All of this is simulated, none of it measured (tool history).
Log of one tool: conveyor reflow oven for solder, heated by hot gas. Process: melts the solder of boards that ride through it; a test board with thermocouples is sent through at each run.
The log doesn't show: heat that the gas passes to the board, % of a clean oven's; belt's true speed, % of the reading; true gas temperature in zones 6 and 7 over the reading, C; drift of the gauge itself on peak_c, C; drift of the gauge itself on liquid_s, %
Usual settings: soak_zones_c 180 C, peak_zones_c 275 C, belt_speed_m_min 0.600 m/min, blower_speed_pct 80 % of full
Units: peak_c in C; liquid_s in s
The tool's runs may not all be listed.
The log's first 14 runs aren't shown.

| run | hour | soak_zones_c | peak_zones_c | belt_speed_m_min | blower_speed_pct | hours of work since the flux was cleaned out | hours of work since the belt drive was overhauled | hours of work since the thermocouples were changed | peak_c | liquid_s |
|---|---|---|---|---|---|---|---|---|---|---|
| 15 | 856.6 | 180 | 275 | 0.600 | 75 | 127 | 381 | 1465 | 258.9 | 66.5 |
|  | 878.0 | thermocouples of zones 6 and 7 changed |
| 16 | 921.7 | 180 | 275 | 0.600 | 75 | 170 | 424 | 30 | 259.5 | 67.1 |
| 17 | 971.7 | 189 | 275 | 0.555 | 72 | 204 | 459 | 64 | 262.8 | 79.1 |
|  | 1045.9 | flux residue cleaned out of gas plates and filters |
| 18 | 1062.0 | 168 | 266 | 0.508 | 73 | 11 | 517 | 123 | 254.4 | 70.6 |
| 19 | 1145.7 | 168 | 275 | 0.573 | 80 | 68 | 574 | 180 | 259.7 | 66.5 |
| 20 | 1203.2 | 168 | 275 | 0.573 | 80 | 108 | 614 | 219 | 259.9 | 65.5 |
| 21 | 1247.5 | 168 | 275 | 0.529 | 73 | 138 | 644 | 249 | 261.5 | 72.6 |
| 22 | 1335.0 | 189 | 275 | 0.524 | 69 | 198 | 704 | 309 | 264.1 | 84.4 |
|  | 1415.3 | flux residue cleaned out of gas plates and filters |
| 23 | 1428.0 | 189 | 275 | 0.524 | 69 | 9 | 764 | 370 | 263.0 | 84.1 |
| 24 | 1467.7 | 189 | 269 | 0.553 | 70 | 36 | 791 | 397 | 257.5 | 75.7 |
| 25 | 1551.1 | 186 | 268 | 0.553 | 70 | 93 | 848 | 454 | 255.9 | 73.6 |
| 26 | 1632.4 | 172 | 279 | 0.621 | 51 | 149 | 904 | 510 | 254.8 | 56.7 |
| 27 | 1684.9 | 192 | 282 | 0.616 | 67 | 185 | 940 | 545 | 266.4 | 72.7 |
| 28 | 1763.6 | 192 | 282 | 0.616 | 67 | 238 | 994 | 599 | 264.6 | 73.1 |
|  | 1785.5 | flux residue cleaned out of gas plates and filters |
| 29 | 1813.6 | 192 | 282 | 0.616 | 67 | 19 | 1025 | 630 | 265.5 | 72.3 |
| 30 | 1864.2 | 166 | 282 | 0.485 | 67 | 54 | 1059 | 665 | 268.5 | 84.6 |
| 31 | 1929.6 | 180 | 275 | 0.600 | 62 | 99 | 1104 | 709 | 257.8 | 64.7 |

Forecast each of these 3 alternatives for the next run:
| A | 2011.4 | 180 | 288 | 0.600 | 80 | 155 | 1160 | 766 | ? | ? |
| B | 2011.4 | 180 | 280 | 0.597 | 80 | 155 | 1160 | 766 | ? | ? |
| C | 2011.4 | 182 | 275 | 0.600 | 80 | 155 | 1160 | 766 | ? | ? |

| run | peak_c | liquid_s |
|---|---|---|
| A | 271.5 | 73.1 |
| B | 264.8 | 70.3 |
| C | 260.7 | 68.5 |
Without the tool's hidden state the same runs would have given:
| run | peak_c | liquid_s |
|---|---|---|
| A | 271.4 | 72.9 |
| B | 264.7 | 70.2 |
| C | 260.6 | 68.3 |
